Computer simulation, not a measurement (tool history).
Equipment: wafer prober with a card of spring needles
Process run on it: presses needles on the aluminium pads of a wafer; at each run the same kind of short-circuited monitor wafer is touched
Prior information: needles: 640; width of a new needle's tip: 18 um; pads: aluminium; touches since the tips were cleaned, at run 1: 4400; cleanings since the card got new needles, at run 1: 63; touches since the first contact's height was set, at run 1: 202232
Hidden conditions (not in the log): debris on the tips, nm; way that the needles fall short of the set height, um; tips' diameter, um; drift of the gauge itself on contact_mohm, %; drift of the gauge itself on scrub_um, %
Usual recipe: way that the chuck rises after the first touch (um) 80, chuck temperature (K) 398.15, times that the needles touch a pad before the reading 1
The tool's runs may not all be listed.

run	hour	way that the chuck rises after the first touch (um)	chuck temperature (K)	times that the needles touch a pad before the reading	touches since the tips were cleaned	cleanings since the card got new needles	touches since the first contact's height was set	resistance of one needle with its contact and lead (mohm)	way that a needle slides on the pad (um)
1	0	80	398.15	1	4400	63	202232	163	16.69
# hour 2.4: tips cleaned on abrasive film
# hour 7.5: height of the first contact set anew
2	12.1	80	398.15	3	4314	64	2136	153	17.67
# hour 14.8: tips cleaned on abrasive film
# hour 26.9: tips cleaned on abrasive film
3	28.1	76	398.15	1	551	66	9361	152	16.57
# hour 39.9: tips cleaned on abrasive film
4	44.4	76	398.15	1	2060	67	16776	159	16.56
# hour 52.9: tips cleaned on abrasive film
5	58.8	80	398.15	1	2704	68	23359	160	17.53
# hour 67.4: tips cleaned on abrasive film
6	73.1	80	398.15	2	2612	69	29873	157	17.43
# hour 79.7: tips cleaned on abrasive film
# hour 91.9: tips cleaned on abrasive film
7	91.9	80	398.15	2	0	71	38367	148	17.51
# hour 104.8: tips cleaned on abrasive film
8	104.8	80	398.15	2	0	72	44229	146	17.33
# hour 117.8: tips cleaned on abrasive film
9	119.8	82	306.15	2	944	73	51093	137	17.75
# hour 130.9: tips cleaned on abrasive film
10	132.3	62	306.15	1	668	74	56778	149	13.41
# hour 143.3: tips cleaned on abrasive film
11	152	80	398.15	2	3979	75	65753	156	17.21
# hour 156.5: tips cleaned on abrasive film
12	165.9	80	366.15	1	4306	76	72064	160	17.31
# hour 168.6: tips cleaned on abrasive film
# hour 180.9: tips cleaned on abrasive film
13	186.4	81	390.15	1	2528	78	81384	160	17.41
# hour 193.9: tips cleaned on abrasive film
14	203.9	85	305.15	3	4585	79	89360	136	18.26

Results per run with the tool's hidden condition removed, run-to-run variation unchanged:
run	resistance of one needle with its contact and lead (mohm)	way that a needle slides on the pad (um)
1	143	17.48
2	146	17.67
3	145	16.62
4	144	16.63
5	145	17.62
6	147	17.53
7	146	17.67
8	144	17.51
9	131	17.96
10	134	13.65
11	145	17.47
12	141	17.6
13	144	17.76
14	128	18.63

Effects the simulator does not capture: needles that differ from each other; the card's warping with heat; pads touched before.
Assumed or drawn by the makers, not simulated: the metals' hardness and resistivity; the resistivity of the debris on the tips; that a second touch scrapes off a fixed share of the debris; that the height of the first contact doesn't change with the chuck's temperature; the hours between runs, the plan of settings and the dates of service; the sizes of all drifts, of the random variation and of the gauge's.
